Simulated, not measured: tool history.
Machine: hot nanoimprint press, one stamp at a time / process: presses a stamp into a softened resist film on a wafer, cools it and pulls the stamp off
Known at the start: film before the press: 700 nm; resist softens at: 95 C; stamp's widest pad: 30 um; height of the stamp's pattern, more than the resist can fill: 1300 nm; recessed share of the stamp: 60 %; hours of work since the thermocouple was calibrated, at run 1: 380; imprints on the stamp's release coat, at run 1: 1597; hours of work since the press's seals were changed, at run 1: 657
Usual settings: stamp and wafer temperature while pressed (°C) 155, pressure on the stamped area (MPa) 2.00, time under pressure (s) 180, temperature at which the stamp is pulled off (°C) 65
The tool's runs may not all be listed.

run   hour  stamp and wafer temperature while pressed (°C)  pressure on the stamped area (MPa)  time under pressure (s)  temperature at which the stamp is pulled off (°C)  hours of work since the thermocouple was calibrated  imprints on the stamp's release coat  hours of work since the press's seals were changed  resist left under the stamp's widest pad (Å)  greatest force while the stamp is pulled off (N)
  1    0.0                                             155                                2.00                      180                                                 65                                                  380                                  1597                                                 657                                          2856                                               131
  2   55.4                                             155                                2.91                      180                                                 65                                                  420                                  1861                                                 697                                          2390                                               134
  3  103.4                                             155                                2.91                      323                                                 65                                                  454                                  2090                                                 731                                          1926                                               141
  4  145.9                                             155                                2.91                      323                                                 65                                                  485                                  2292                                                 762                                          1953                                               147
     155.2  -- plate thermocouple calibrated
  5  179.0                                             155                                2.91                      292                                                 65                                                   17                                  2436                                                 783                                          2078                                               150
     188.8  -- stamp cleaned and given a new release coat
  6  258.5                                             155                                2.91                      292                                                 65                                                   70                                   331                                                 836                                          2112                                               119
     273.3  -- press's hydraulic seals changed and the load cell set to zero
  7  329.6                                             155                                1.24                      292                                                 65                                                  115                                   632                                                  40                                          3203                                               122
  8  372.1                                             162                                3.00                      156                                                 65                                                  146                                   835                                                  71                                          1926                                               119
  9  410.1                                             164                                3.12                      215                                                 54                                                  173                                  1015                                                  98                                          1547                                               155
     460.2  -- plate thermocouple calibrated, once more
 10  486.7                                             164                                3.12                      215                                                 54                                                   19                                  1366                                                 151                                          1338                                               151
 11  548.1                                             143                                2.00                      180                                                 58                                                   63                                  1658                                                 195                                          4095                                               144
 12  580.2                                             143                                2.00                      180                                                 58                                                   86                                  1811                                                 218                                          4116                                               148

3 options for the next run, each taken on its own from the tool as it stands now. Forecast them:
  A  615.1                                             148                                3.00                      180                                                 73                                                  111                                  1978                                                 244                                             ?                                                 ?
  B  615.1                                             143                                2.00                      180                                                 55                                                  111                                  1978                                                 244                                             ?                                                 ?
  C  615.1                                             156                                2.00                      144                                                 58                                                  111                                  1978                                                 244                                             ?                                                 ?

run  resist left under the stamp's widest pad (Å)  greatest force while the stamp is pulled off (N)
  A                                          2822                                               117
  B                                          4154                                               155
  C                                          2743                                               152
Without the tool's hidden state the same runs would have given:
run  resist left under the stamp's widest pad (Å)  greatest force while the stamp is pulled off (N)
  A                                          2739                                                91
  B                                          4062                                               121
  C                                          2677                                               118
